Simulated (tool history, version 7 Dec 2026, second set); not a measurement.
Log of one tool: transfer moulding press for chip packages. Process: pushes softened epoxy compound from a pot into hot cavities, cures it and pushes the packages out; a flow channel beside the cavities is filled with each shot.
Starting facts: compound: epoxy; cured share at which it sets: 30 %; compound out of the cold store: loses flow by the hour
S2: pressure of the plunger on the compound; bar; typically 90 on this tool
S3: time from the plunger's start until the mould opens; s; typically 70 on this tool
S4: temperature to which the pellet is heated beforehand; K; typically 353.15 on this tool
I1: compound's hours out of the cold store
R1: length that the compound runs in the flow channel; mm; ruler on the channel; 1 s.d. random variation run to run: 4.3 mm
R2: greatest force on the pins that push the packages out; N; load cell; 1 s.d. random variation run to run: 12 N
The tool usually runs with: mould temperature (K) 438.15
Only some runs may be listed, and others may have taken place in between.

run 1 day=0 | mould_temperature_(K)=438.15 S2=90 S3=70 S4=353.15 | I1=19.6 | R1=590 R2=585
-- day=1.504 plunger's sealing rings changed
-- day=1.567 cavities cleaned with cleaning compound and waxed
run 2 day=1.979 | mould_temperature_(K)=438.15 S2=90 S3=87 S4=353.15 | I1=16.9 | R1=624 R2=583
-- day=3.017 cavities cleaned with cleaning compound and waxed
-- day=4.471 cavities cleaned with cleaning compound and waxed
run 3 day=4.583 | mould_temperature_(K)=438.15 S2=90 S3=70 S4=353.15 | I1=36.4 | R1=558 R2=590
-- day=5.796 mould's thermocouples calibrated
run 4 day=5.796 | mould_temperature_(K)=438.15 S2=90 S3=105 S4=353.15 | I1=47.8 | R1=524 R2=445
-- day=6.054 cavities cleaned with cleaning compound and waxed
run 5 day=7.396 | mould_temperature_(K)=438.15 S2=90 S3=70 S4=353.15 | I1=41.3 | R1=533 R2=688
-- day=7.671 cavities cleaned with cleaning compound and waxed
-- day=9.108 cavities cleaned with cleaning compound and waxed
run 6 day=9.225 | mould_temperature_(K)=438.15 S2=90 S3=70 S4=353.15 | I1=13.1 | R1=598 R2=561
-- day=9.496 cavities cleaned with cleaning compound and waxed, once more
-- day=10.108 plunger's sealing rings changed
run 7 day=10.783 | mould_temperature_(K)=446.15 S2=90 S3=70 S4=359.15 | I1=38.2 | R1=547 R2=473
-- day=11.121 cavities cleaned with cleaning compound and waxed
-- day=12.683 cavities cleaned with cleaning compound and waxed
run 8 day=13.154 | mould_temperature_(K)=446.15 S2=72.8 S3=70 S4=359.15 | I1=31.8 | R1=495 R2=398
-- day=14.238 cavities cleaned with cleaning compound and waxed
run 9 day=15.171 | mould_temperature_(K)=436.15 S2=91 S3=77 S4=354.15 | I1=26.9 | R1=582 R2=634
-- day=15.762 cavities cleaned with cleaning compound and waxed
run 10 day=16.35 | mould_temperature_(K)=438.15 S2=90 S3=70 S4=353.15 | I1=41.2 | R1=532 R2=609
-- day=17.262 cavities cleaned with cleaning compound and waxed
-- day=18.567 plunger's sealing rings changed
run 11 day=18.567 | mould_temperature_(K)=438.15 S2=90 S3=70 S4=353.15 | I1=30.2 | R1=598 R2=719
-- day=18.867 cavities cleaned with cleaning compound and waxed
-- day=20.288 cavities cleaned with cleaning compound and waxed
run 12 day=20.958 | mould_temperature_(K)=438.15 S2=90 S3=68 S4=348.15 | I1=13.1 | R1=632 R2=761

Predict each of these 5 candidate next runs independently; none follows another, all start after run 12:
-- day=21.775 cavities cleaned with cleaning compound and waxed
-- day=23.225 cavities cleaned with cleaning compound and waxed
run A day=23.225 | mould_temperature_(K)=438.15 S2=105.4 S3=70 S4=353.15 | I1=37 | R1=? R2=?
-- day=21.775 cavities cleaned with cleaning compound and waxed
-- day=23.225 cavities cleaned with cleaning compound and waxed
run B day=23.225 | mould_temperature_(K)=438.15 S2=72.6 S3=93 S4=353.15 | I1=35.8 | R1=? R2=?
-- day=21.775 cavities cleaned with cleaning compound and waxed
-- day=23.225 cavities cleaned with cleaning compound and waxed
run C day=23.225 | mould_temperature_(K)=438.15 S2=70.1 S3=79 S4=362.15 | I1=10.8 | R1=? R2=?
-- day=21.775 cavities cleaned with cleaning compound and waxed
-- day=23.225 cavities cleaned with cleaning compound and waxed
run D day=23.225 | mould_temperature_(K)=438.15 S2=90 S3=70 S4=356.15 | I1=25.5 | R1=? R2=?
-- day=21.775 cavities cleaned with cleaning compound and waxed
-- day=23.225 cavities cleaned with cleaning compound and waxed
run E day=23.225 | mould_temperature_(K)=435.15 S2=90 S3=68 S4=353.15 | I1=24.2 | R1=? R2=?

run=A R1=599 R2=524
run=B R1=497 R2=354
run=C R1=546 R2=426
run=D R1=583 R2=533
run=E R1=594 R2=747
Take away the tool's hidden state, keep each run's random variation, and the runs would have read:
run=A R1=619 R2=507
run=B R1=514 R2=349
run=C R1=564 R2=415
run=D R1=602 R2=516
run=E R1=614 R2=721
